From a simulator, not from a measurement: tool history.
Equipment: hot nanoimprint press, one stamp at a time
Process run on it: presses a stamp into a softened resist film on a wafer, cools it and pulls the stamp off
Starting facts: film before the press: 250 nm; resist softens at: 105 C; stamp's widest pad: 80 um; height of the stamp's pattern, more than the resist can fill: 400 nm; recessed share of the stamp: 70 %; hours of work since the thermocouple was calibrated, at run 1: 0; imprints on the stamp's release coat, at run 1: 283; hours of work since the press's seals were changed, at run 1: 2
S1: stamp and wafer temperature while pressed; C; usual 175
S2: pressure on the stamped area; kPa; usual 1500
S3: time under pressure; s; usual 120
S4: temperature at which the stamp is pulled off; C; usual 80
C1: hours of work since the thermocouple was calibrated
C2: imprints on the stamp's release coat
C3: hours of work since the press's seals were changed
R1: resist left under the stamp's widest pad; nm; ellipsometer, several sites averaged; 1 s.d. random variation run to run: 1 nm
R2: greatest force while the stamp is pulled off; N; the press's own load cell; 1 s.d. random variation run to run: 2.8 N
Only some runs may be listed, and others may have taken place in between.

| run | day | S1 | S2 | S3 | S4 | C1 | C2 | C3 | R1 | R2 |
|---|---|---|---|---|---|---|---|---|---|---|
| 1 | 0 | 175 | 1500 | 120 | 80 | 0 | 283 | 2 | 144.5 | 195 |
| 2 | 0.162 | 175 | 1500 | 120 | 80 | 3 | 301 | 5 | 146.5 | 200 |
| 3 | 0.383 | 175 | 1500 | 120 | 80 | 6 | 325 | 8 | 146.8 | 197 |
| 4 | 0.667 | 175 | 1500 | 120 | 80 | 10 | 356 | 12 | 146.7 | 199 |
| 5 | 0.958 | 175 | 1500 | 120 | 80 | 14 | 388 | 16 | 148.5 | 198 |
| 6 | 1.238 | 175 | 1500 | 120 | 80 | 18 | 418 | 20 | 145.5 | 200 |
| 7 | 1.592 | 175 | 1500 | 120 | 80 | 24 | 456 | 25 | 146.2 | 200 |
| 8 | 1.762 | 175 | 1500 | 120 | 80 | 26 | 475 | 28 | 146.5 | 203 |
| 9 | 2.129 | 164 | 1500 | 120 | 80 | 31 | 515 | 33 | 212.3 | 209 |
| 10 | 2.408 | 184 | 1500 | 120 | 80 | 35 | 546 | 37 | 98.7 | 205 |
| 11 | 2.6 | 166 | 1500 | 120 | 80 | 38 | 567 | 40 | 203.2 | 209 |
| 12 | 2.812 | 175 | 1500 | 120 | 80 | 41 | 590 | 43 | 150.2 | 203 |
| 13 | 2.979 | 175 | 1500 | 120 | 80 | 44 | 608 | 46 | 147.8 | 207 |
| 14 | 3.154 | 175 | 1500 | 201 | 80 | 46 | 627 | 48 | 127.2 | 205 |
| 15 | 3.45 | 175 | 1500 | 117 | 80 | 51 | 659 | 53 | 147.2 | 206 |
| 16 | 3.646 | 175 | 1500 | 120 | 77 | 54 | 681 | 55 | 148.4 | 216 |
|  | 3.792 | plate thermocouple calibrated |
| 17 | 4.092 | 175 | 1050 | 120 | 76 | 4 | 716 | 60 | 173.3 | 221 |
|  | 4.588 | stamp cleaned and given a new release coat |
| 18 | 4.683 | 166 | 1110 | 120 | 80 | 9 | 11 | 65 | 217.8 | 184 |
| 19 | 4.871 | 166 | 1250 | 195 | 87 | 12 | 31 | 68 | 197.3 | 170 |
| 20 | 5.05 | 166 | 1250 | 195 | 87 | 15 | 51 | 70 | 197.6 | 171 |
| 21 | 5.392 | 175 | 1500 | 233 | 70 | 20 | 88 | 75 | 123.2 | 222 |
| 22 | 5.592 | 175 | 1500 | 120 | 80 | 23 | 110 | 78 | 150.3 | 196 |
|  | 5.829 | plate thermocouple calibrated, once more |
| 23 | 5.925 | 177 | 2030 | 120 | 85 | 1 | 132 | 81 | 114.8 | 178 |
| 24 | 6.279 | 165 | 1980 | 203 | 85 | 7 | 171 | 86 | 171.8 | 184 |
| 25 | 6.562 | 180 | 1870 | 167 | 82 | 11 | 202 | 91 | 93.4 | 197 |
| 26 | 6.733 | 180 | 1180 | 167 | 82 | 13 | 221 | 93 | 120.1 | 186 |
| 27 | 7.029 | 180 | 1790 | 107 | 83 | 17 | 253 | 97 | 110.1 | 183 |
| 28 | 7.329 | 177 | 1590 | 179 | 83 | 22 | 286 | 102 | 114.4 | 190 |
| 29 | 7.542 | 177 | 1590 | 179 | 83 | 25 | 309 | 105 | 115.2 | 186 |

Alternative continuations, all from the tool just after run 29; predict every row:
| A | 7.729 | 177 | 1500 | 86 | 67 | 28 | 329 | 108 | ? | ? |
| B | 7.729 | 177 | 1590 | 179 | 69 | 28 | 329 | 108 | ? | ? |
| C | 7.729 | 173 | 1590 | 179 | 83 | 28 | 329 | 108 | ? | ? |
| D | 7.729 | 175 | 1500 | 120 | 85 | 28 | 329 | 108 | ? | ? |

| run | R1 | R2 |
|---|---|---|
| A | 148.8 | 235 |
| B | 117.3 | 225 |
| C | 139.1 | 188 |
| D | 148.8 | 181 |
With the hidden condition removed and each run's random variation left untouched, the same runs would have given:
| run | R1 | R2 |
|---|---|---|
| A | 146.9 | 223 |
| B | 115.4 | 214 |
| C | 137 | 179 |
| D | 146.8 | 172 |
